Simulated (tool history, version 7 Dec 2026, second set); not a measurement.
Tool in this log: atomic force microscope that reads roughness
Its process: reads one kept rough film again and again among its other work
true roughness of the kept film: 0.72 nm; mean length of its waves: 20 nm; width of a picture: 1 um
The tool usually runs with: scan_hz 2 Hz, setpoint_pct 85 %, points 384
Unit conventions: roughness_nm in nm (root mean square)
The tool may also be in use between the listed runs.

{"run": 1, "day": 0.0, "scan_hz": 2, "setpoint_pct": 85, "points": 384, "roughness_nm": 0.492}
{"day": 1.104, "done": "new tip fitted"}
{"run": 2, "day": 2.138, "scan_hz": 2, "setpoint_pct": 90, "points": 384, "roughness_nm": 0.494}
{"run": 3, "day": 4.146, "scan_hz": 2, "setpoint_pct": 90, "points": 384, "roughness_nm": 0.472}
{"run": 4, "day": 5.992, "scan_hz": 2, "setpoint_pct": 85, "points": 384, "roughness_nm": 0.492}
{"day": 6.929, "done": "new tip fitted"}
{"run": 5, "day": 8.542, "scan_hz": 2, "setpoint_pct": 85, "points": 384, "roughness_nm": 0.516}
{"run": 6, "day": 10.308, "scan_hz": 2, "setpoint_pct": 85, "points": 384, "roughness_nm": 0.502}
{"run": 7, "day": 12.338, "scan_hz": 2, "setpoint_pct": 85, "points": 384, "roughness_nm": 0.467}
{"day": 12.788, "done": "new tip fitted"}
{"run": 8, "day": 15.133, "scan_hz": 2, "setpoint_pct": 85, "points": 384, "roughness_nm": 0.505}
{"run": 9, "day": 16.425, "scan_hz": 2, "setpoint_pct": 85, "points": 384, "roughness_nm": 0.497}
{"day": 18.567, "done": "new tip fitted"}
{"run": 10, "day": 18.6, "scan_hz": 2, "setpoint_pct": 55, "points": 384, "roughness_nm": 0.662}
{"run": 11, "day": 20.633, "scan_hz": 2, "setpoint_pct": 55, "points": 384, "roughness_nm": 0.63}
{"run": 12, "day": 23.404, "scan_hz": 1.78, "setpoint_pct": 55, "points": 384, "roughness_nm": 0.599}
{"day": 24.475, "done": "new tip fitted"}
{"run": 13, "day": 26.025, "scan_hz": 2, "setpoint_pct": 71, "points": 384, "roughness_nm": 0.583}
{"run": 14, "day": 28.412, "scan_hz": 2.02, "setpoint_pct": 85, "points": 384, "roughness_nm": 0.485}
{"day": 30.304, "done": "new tip fitted"}
{"run": 15, "day": 31.058, "scan_hz": 2, "setpoint_pct": 85, "points": 384, "roughness_nm": 0.533}
{"run": 16, "day": 32.433, "scan_hz": 2, "setpoint_pct": 85, "points": 384, "roughness_nm": 0.511}
{"run": 17, "day": 34.912, "scan_hz": 2, "setpoint_pct": 85, "points": 384, "roughness_nm": 0.491}
{"day": 36.121, "done": "new tip fitted"}
{"run": 18, "day": 36.121, "scan_hz": 2, "setpoint_pct": 85, "points": 348, "roughness_nm": 0.542}
{"run": 19, "day": 38.375, "scan_hz": 2, "setpoint_pct": 85, "points": 348, "roughness_nm": 0.522}
{"run": 20, "day": 40.612, "scan_hz": 2, "setpoint_pct": 85, "points": 348, "roughness_nm": 0.485}
{"day": 42.033, "done": "new tip fitted"}
{"run": 21, "day": 42.033, "scan_hz": 2, "setpoint_pct": 85, "points": 384, "roughness_nm": 0.542}
{"run": 22, "day": 43.771, "scan_hz": 2, "setpoint_pct": 85, "points": 298, "roughness_nm": 0.516}
{"run": 23, "day": 44.996, "scan_hz": 1.01, "setpoint_pct": 62, "points": 298, "roughness_nm": 0.617}
{"run": 24, "day": 47.771, "scan_hz": 0.69, "setpoint_pct": 73, "points": 298, "roughness_nm": 0.572}
{"day": 47.954, "done": "new tip fitted"}
{"run": 25, "day": 49.012, "scan_hz": 0.69, "setpoint_pct": 73, "points": 298, "roughness_nm": 0.64}
{"run": 26, "day": 51.617, "scan_hz": 2, "setpoint_pct": 77, "points": 517, "roughness_nm": 0.536}
{"run": 27, "day": 53.075, "scan_hz": 2, "setpoint_pct": 67, "points": 828, "roughness_nm": 0.565}
{"day": 53.858, "done": "new tip fitted"}
{"run": 28, "day": 54.842, "scan_hz": 0.6, "setpoint_pct": 62, "points": 298, "roughness_nm": 0.657}
{"run": 29, "day": 56.896, "scan_hz": 0.6, "setpoint_pct": 59, "points": 333, "roughness_nm": 0.643}
{"day": 57.062, "done": "height scale calibrated on a step standard"}
{"run": 30, "day": 59.192, "scan_hz": 0.6, "setpoint_pct": 59, "points": 333, "roughness_nm": 0.62}
{"day": 59.696, "done": "new tip fitted"}
{"run": 31, "day": 61.879, "scan_hz": 2.07, "setpoint_pct": 68, "points": 385, "roughness_nm": 0.595}
{"day": 63.167, "done": "height scale calibrated on a step standard, once more"}
{"run": 32, "day": 64.196, "scan_hz": 1.01, "setpoint_pct": 67, "points": 400, "roughness_nm": 0.582}
{"day": 65.525, "done": "new tip fitted"}
{"run": 33, "day": 66.658, "scan_hz": 1.01, "setpoint_pct": 67, "points": 400, "roughness_nm": 0.624}
{"run": 34, "day": 68.267, "scan_hz": 2.42, "setpoint_pct": 59, "points": 563, "roughness_nm": 0.608}
{"run": 35, "day": 70.783, "scan_hz": 2.42, "setpoint_pct": 59, "points": 563, "roughness_nm": 0.577}
{"day": 71.562, "done": "new tip fitted"}
{"run": 36, "day": 73.479, "scan_hz": 2.49, "setpoint_pct": 69, "points": 637, "roughness_nm": 0.566}
{"run": 37, "day": 74.658, "scan_hz": 2, "setpoint_pct": 63, "points": 384, "roughness_nm": 0.594}
{"day": 77.404, "done": "new tip fitted"}
{"run": 38, "day": 77.404, "scan_hz": 0.94, "setpoint_pct": 85, "points": 282, "roughness_nm": 0.594}
{"run": 39, "day": 79.754, "scan_hz": 2.46, "setpoint_pct": 85, "points": 576, "roughness_nm": 0.479}
{"run": 40, "day": 81.679, "scan_hz": 2.46, "setpoint_pct": 88, "points": 814, "roughness_nm": 0.442}
{"run": 41, "day": 83.008, "scan_hz": 2, "setpoint_pct": 68, "points": 382, "roughness_nm": 0.542}
{"day": 83.329, "done": "new tip fitted"}
{"run": 42, "day": 84.329, "scan_hz": 2, "setpoint_pct": 68, "points": 382, "roughness_nm": 0.6}

What if the next run were any one of these 5? Each begins from the tool's condition after run 42:
{"run": "A", "day": 87.1, "scan_hz": 0.71, "setpoint_pct": 68, "points": 625, "roughness_nm": "?"}
{"run": "B", "day": 87.1, "scan_hz": 2, "setpoint_pct": 68, "points": 545, "roughness_nm": "?"}
{"run": "C", "day": 87.1, "scan_hz": 2, "setpoint_pct": 68, "points": 746, "roughness_nm": "?"}
{"run": "D", "day": 87.1, "scan_hz": 2, "setpoint_pct": 72, "points": 467, "roughness_nm": "?"}
{"run": "E", "day": 87.1, "scan_hz": 2, "setpoint_pct": 67, "points": 666, "roughness_nm": "?"}

run=A roughness_nm=0.61
run=B roughness_nm=0.562
run=C roughness_nm=0.572
run=D roughness_nm=0.556
run=E roughness_nm=0.567
Without the tool's hidden state the same runs would have given:
run=A roughness_nm=0.664
run=B roughness_nm=0.613
run=C roughness_nm=0.622
run=D roughness_nm=0.605
run=E roughness_nm=0.618

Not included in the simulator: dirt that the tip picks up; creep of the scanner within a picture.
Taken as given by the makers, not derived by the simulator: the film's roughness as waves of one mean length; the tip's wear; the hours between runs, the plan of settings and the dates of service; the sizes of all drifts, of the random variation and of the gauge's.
